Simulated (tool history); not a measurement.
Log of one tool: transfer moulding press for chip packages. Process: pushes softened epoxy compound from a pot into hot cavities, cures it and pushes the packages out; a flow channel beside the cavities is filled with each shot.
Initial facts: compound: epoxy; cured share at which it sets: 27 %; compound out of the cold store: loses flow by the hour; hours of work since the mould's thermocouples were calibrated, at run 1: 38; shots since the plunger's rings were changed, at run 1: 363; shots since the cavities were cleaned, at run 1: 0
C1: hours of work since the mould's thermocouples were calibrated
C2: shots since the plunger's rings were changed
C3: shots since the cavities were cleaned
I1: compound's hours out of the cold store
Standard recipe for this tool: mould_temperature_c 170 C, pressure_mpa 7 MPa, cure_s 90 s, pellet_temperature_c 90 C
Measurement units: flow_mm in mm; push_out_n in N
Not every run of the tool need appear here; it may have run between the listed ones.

run 1 hour=0 | mould_temperature_c=170 pressure_mpa=7 cure_s=90 pellet_temperature_c=90 | C1=38 C2=363 C3=0 | I1=17.9 | flow_mm=526 push_out_n=380
run 2 hour=18.5 | mould_temperature_c=170 pressure_mpa=7 cure_s=90 pellet_temperature_c=90 | C1=46 C2=516 C3=153 | I1=26.8 | flow_mm=505 push_out_n=409
run 3 hour=46.8 | mould_temperature_c=173 pressure_mpa=7 cure_s=90 pellet_temperature_c=90 | C1=59 C2=750 C3=387 | I1=32.5 | flow_mm=494 push_out_n=413
-- hour=63.2 cavities cleaned with cleaning compound and waxed
run 4 hour=87.9 | mould_temperature_c=170 pressure_mpa=5.67 cure_s=90 pellet_temperature_c=90 | C1=76 C2=1076 C3=204 | I1=22.1 | flow_mm=464 push_out_n=425
run 5 hour=112.6 | mould_temperature_c=170 pressure_mpa=5.67 cure_s=90 pellet_temperature_c=90 | C1=86 C2=1280 C3=408 | I1=42.9 | flow_mm=428 push_out_n=450
-- hour=126.1 cavities cleaned with cleaning compound and waxed
run 6 hour=150.5 | mould_temperature_c=170 pressure_mpa=5.67 cure_s=90 pellet_temperature_c=90 | C1=102 C2=1581 C3=202 | I1=14.1 | flow_mm=477 push_out_n=438
run 7 hour=167.7 | mould_temperature_c=170 pressure_mpa=7 cure_s=90 pellet_temperature_c=90 | C1=109 C2=1723 C3=344 | I1=36.1 | flow_mm=486 push_out_n=449
-- hour=189.5 cavities cleaned with cleaning compound and waxed
run 8 hour=206.1 | mould_temperature_c=170 pressure_mpa=7 cure_s=90 pellet_temperature_c=90 | C1=125 C2=2027 C3=137 | I1=34.4 | flow_mm=489 push_out_n=409
run 9 hour=228.3 | mould_temperature_c=170 pressure_mpa=7 cure_s=90 pellet_temperature_c=90 | C1=135 C2=2211 C3=321 | I1=35 | flow_mm=487 push_out_n=455
-- hour=253 cavities cleaned with cleaning compound and waxed
run 10 hour=259.4 | mould_temperature_c=170 pressure_mpa=7 cure_s=90 pellet_temperature_c=90 | C1=147 C2=2455 C3=53 | I1=27.5 | flow_mm=500 push_out_n=391
-- hour=271.4 plunger's sealing rings changed
run 11 hour=296.6 | mould_temperature_c=170 pressure_mpa=7 cure_s=90 pellet_temperature_c=90 | C1=162 C2=208 C3=339 | I1=9 | flow_mm=545 push_out_n=480
run 12 hour=316.1 | mould_temperature_c=170 pressure_mpa=7 cure_s=90 pellet_temperature_c=90 | C1=170 C2=369 C3=500 | I1=8.3 | flow_mm=547 push_out_n=477
-- hour=321 cavities cleaned with cleaning compound and waxed
run 13 hour=338.9 | mould_temperature_c=170 pressure_mpa=7 cure_s=90 pellet_temperature_c=90 | C1=180 C2=545 C3=148 | I1=19.7 | flow_mm=524 push_out_n=421
run 14 hour=363.1 | mould_temperature_c=170 pressure_mpa=7 cure_s=90 pellet_temperature_c=90 | C1=190 C2=744 C3=347 | I1=11.2 | flow_mm=537 push_out_n=488
-- hour=384.8 cavities cleaned with cleaning compound and waxed
run 15 hour=386.8 | mould_temperature_c=170 pressure_mpa=7 cure_s=90 pellet_temperature_c=90 | C1=200 C2=928 C3=17 | I1=26 | flow_mm=507 push_out_n=390
run 16 hour=425.2 | mould_temperature_c=170 pressure_mpa=7 cure_s=90 pellet_temperature_c=90 | C1=216 C2=1245 C3=334 | I1=20.1 | flow_mm=521 push_out_n=465
-- hour=447.8 cavities cleaned with cleaning compound and waxed
run 17 hour=464.2 | mould_temperature_c=165 pressure_mpa=5.25 cure_s=122 pellet_temperature_c=82 | C1=232 C2=1554 C3=136 | I1=35.1 | flow_mm=428 push_out_n=356
run 18 hour=506.2 | mould_temperature_c=170 pressure_mpa=5.45 cure_s=115 pellet_temperature_c=90 | C1=250 C2=1901 C3=483 | I1=39.1 | flow_mm=423 push_out_n=390
-- hour=511.5 mould's thermocouples calibrated
-- hour=513 cavities cleaned with cleaning compound and waxed
run 19 hour=548.8 | mould_temperature_c=170 pressure_mpa=5.45 cure_s=115 pellet_temperature_c=90 | C1=15 C2=2223 C3=295 | I1=38.4 | flow_mm=424 push_out_n=368
run 20 hour=571.9 | mould_temperature_c=170 pressure_mpa=5.67 cure_s=90 pellet_temperature_c=90 | C1=25 C2=2414 C3=486 | I1=27 | flow_mm=448 push_out_n=506
-- hour=576.8 cavities cleaned with cleaning compound and waxed
-- hour=591.4 plunger's sealing rings changed
run 21 hour=604 | mould_temperature_c=166 pressure_mpa=7.26 cure_s=90 pellet_temperature_c=83 | C1=37 C2=104 C3=204 | I1=16 | flow_mm=544 push_out_n=597
run 22 hour=636.7 | mould_temperature_c=162 pressure_mpa=7.26 cure_s=93 pellet_temperature_c=83 | C1=51 C2=374 C3=474 | I1=22 | flow_mm=538 push_out_n=793
-- hour=642 cavities cleaned with cleaning compound and waxed
run 23 hour=673.5 | mould_temperature_c=162 pressure_mpa=7.26 cure_s=93 pellet_temperature_c=83 | C1=67 C2=665 C3=260 | I1=40.4 | flow_mm=501 push_out_n=680
run 24 hour=702.8 | mould_temperature_c=176 pressure_mpa=7.6 cure_s=88 pellet_temperature_c=80 | C1=79 C2=907 C3=502 | I1=9.7 | flow_mm=559 push_out_n=424
-- hour=707.6 cavities cleaned with cleaning compound and waxed
run 25 hour=747.1 | mould_temperature_c=176 pressure_mpa=7.6 cure_s=88 pellet_temperature_c=80 | C1=97 C2=1260 C3=326 | I1=35.1 | flow_mm=504 push_out_n=387
-- hour=752 mould's thermocouples calibrated, once more
-- hour=775.9 cavities cleaned with cleaning compound and waxed
run 26 hour=788.7 | mould_temperature_c=171 pressure_mpa=6.25 cure_s=90 pellet_temperature_c=81 | C1=15 C2=1575 C3=106 | I1=34.2 | flow_mm=465 push_out_n=412
run 27 hour=830.3 | mould_temperature_c=171 pressure_mpa=6.25 cure_s=90 pellet_temperature_c=81 | C1=33 C2=1917 C3=448 | I1=33.6 | flow_mm=461 push_out_n=454
-- hour=838.5 cavities cleaned with cleaning compound and waxed
run 28 hour=850.2 | mould_temperature_c=175 pressure_mpa=7 cure_s=87 pellet_temperature_c=82 | C1=41 C2=2070 C3=97 | I1=40.2 | flow_mm=470 push_out_n=353

Branching from run 28: 4 alternative next runs. What would each branch give?
run A hour=892.1 | mould_temperature_c=171 pressure_mpa=7 cure_s=94 pellet_temperature_c=92 | C1=59 C2=2415 C3=442 | I1=24.7 | flow_mm=? push_out_n=?
run B hour=892.1 | mould_temperature_c=175 pressure_mpa=6.61 cure_s=87 pellet_temperature_c=82 | C1=59 C2=2415 C3=442 | I1=28.8 | flow_mm=? push_out_n=?
run C hour=892.1 | mould_temperature_c=168 pressure_mpa=7 cure_s=77 pellet_temperature_c=94 | C1=59 C2=2415 C3=442 | I1=38.2 | flow_mm=? push_out_n=?
run D hour=892.1 | mould_temperature_c=175 pressure_mpa=7.26 cure_s=118 pellet_temperature_c=82 | C1=59 C2=2415 C3=442 | I1=12.6 | flow_mm=? push_out_n=?

run=A flow_mm=504 push_out_n=435
run=B flow_mm=479 push_out_n=418
run=C flow_mm=483 push_out_n=696
run=D flow_mm=531 push_out_n=381
Without the tool's hidden state the same runs would have given:
run=A flow_mm=515 push_out_n=348
run=B flow_mm=489 push_out_n=335
run=C flow_mm=493 push_out_n=561
run=D flow_mm=542 push_out_n=303
